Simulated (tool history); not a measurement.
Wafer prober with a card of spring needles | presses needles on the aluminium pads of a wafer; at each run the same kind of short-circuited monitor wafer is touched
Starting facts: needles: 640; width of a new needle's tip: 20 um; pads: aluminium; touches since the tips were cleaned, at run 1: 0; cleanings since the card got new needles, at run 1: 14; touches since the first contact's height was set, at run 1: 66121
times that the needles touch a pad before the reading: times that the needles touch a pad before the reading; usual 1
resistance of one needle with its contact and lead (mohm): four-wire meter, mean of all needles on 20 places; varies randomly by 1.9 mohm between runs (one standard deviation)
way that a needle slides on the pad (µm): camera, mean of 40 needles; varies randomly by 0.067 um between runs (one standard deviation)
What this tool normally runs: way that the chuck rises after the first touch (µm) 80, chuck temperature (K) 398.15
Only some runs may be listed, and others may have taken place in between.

run,day,way that the chuck rises after the first touch (µm),chuck temperature (K),times that the needles touch a pad before the reading,touches since the tips were cleaned,cleanings since the card got new needles,touches since the first contact's height was set,resistance of one needle with its contact and lead (mohm),way that a needle slides on the pad (µm)
1,0.000,80,398.15,1,0,14,66121,197,12.00
2,0.362,80,398.15,1,2176,14,68297,199,11.96
# day 0.792: tips cleaned on abrasive film
3,0.996,80,398.15,3,1225,15,72095,200,11.95
# day 1.529: tips cleaned on abrasive film
4,1.679,80,398.15,3,914,16,76192,198,12.00
# day 2.279: tips cleaned on abrasive film
5,2.350,80,398.15,3,427,17,80196,202,12.14
6,2.846,80,398.15,1,3403,17,83172,201,12.01
# day 3.033: tips cleaned on abrasive film
7,3.254,80,398.15,3,1308,18,85602,199,11.99
# day 3.808: tips cleaned on abrasive film
8,3.883,80,398.15,3,462,19,89388,199,12.16
9,4.258,80,398.15,3,2719,19,91645,199,12.05
# day 4.550: tips cleaned on abrasive film
10,4.821,69,398.15,1,1614,20,94985,202,10.36
11,5.275,94,309.15,1,4364,20,97735,184,14.15

Run 12 comes next. What will it give?
# day 5.342: tips cleaned on abrasive film
12,5.800,90,369.15,1,2764,21,100877,?,?

Run 12 yielded resistance of one needle with its contact and lead (mohm) 196, way that a needle slides on the pad (µm) 13.65.
Had the tool carried no hidden state, the very same run would have given resistance of one needle with its contact and lead (mohm) 196, way that a needle slides on the pad (µm) 13.67.
